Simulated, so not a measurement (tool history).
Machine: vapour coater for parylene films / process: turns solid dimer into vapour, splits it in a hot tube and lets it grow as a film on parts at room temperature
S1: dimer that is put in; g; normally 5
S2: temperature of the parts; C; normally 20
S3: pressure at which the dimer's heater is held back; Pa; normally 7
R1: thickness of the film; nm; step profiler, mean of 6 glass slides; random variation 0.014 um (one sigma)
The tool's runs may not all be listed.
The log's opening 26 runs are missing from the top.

| run | hour | S1 | S2 | S3 | R1 |
|---|---|---|---|---|---|
| 27 | 1195.8 | 8 | 20 | 7 | 5480 |
| 28 | 1225.8 | 8 | 20 | 7 | 5430 |
| 29 | 1267.8 | 8 | 20 | 7 | 5440 |
| 30 | 1329 | 2 | 27 | 7 | 1100 |
| 31 | 1371.1 | 2 | 27 | 7 | 1100 |
| 32 | 1416.8 | 6 | 26 | 5.72 | 3510 |
| 33 | 1459 | 5 | 16 | 7.53 | 3660 |
| 34 | 1490.6 | 6 | 18 | 7 | 4200 |
| 35 | 1524.3 | 5 | 14 | 7 | 3910 |
| 36 | 1574.4 | 8 | 14 | 5.95 | 6430 |
| 37 | 1605.7 | 4 | 14 | 2.59 | 3720 |
| 38 | 1670.2 | 4 | 14 | 2.59 | 3720 |
|  | 1703.6 | trap's valve overhauled |
| 39 | 1709.5 | 3 | 18 | 7 | 2150 |
| 40 | 1750.5 | 3 | 18 | 7 | 2140 |
| 41 | 1780.8 | 5 | 28 | 8.02 | 2620 |
| 42 | 1840.7 | 5 | 28 | 8.02 | 2600 |
| 43 | 1871.1 | 5 | 28 | 4.68 | 2860 |
| 44 | 1934.5 | 5 | 28 | 4.68 | 2850 |
| 45 | 1962.9 | 5 | 28 | 4.68 | 2820 |
| 46 | 2013.4 | 5 | 28 | 4.68 | 2800 |

Consider 5 possible next runs. They are alternatives, not a sequence: every one starts from the tool as it was left by run 46. What does each give?
| A | 2072.3 | 7 | 27 | 3.27 | ? |
| B | 2072.3 | 3 | 19 | 2.22 | ? |
| C | 2072.3 | 5 | 31 | 7 | ? |
| D | 2072.3 | 3 | 24 | 3.78 | ? |
| E | 2072.3 | 8 | 12 | 6.89 | ? |

| run | R1 |
|---|---|
| A | 4300 |
| B | 2490 |
| C | 2370 |
| D | 1960 |
| E | 6570 |
Stripped of hidden state, with their random variation kept, the same runs would have yielded:
| run | R1 |
|---|---|
| A | 4590 |
| B | 2660 |
| C | 2530 |
| D | 2090 |
| E | 7010 |
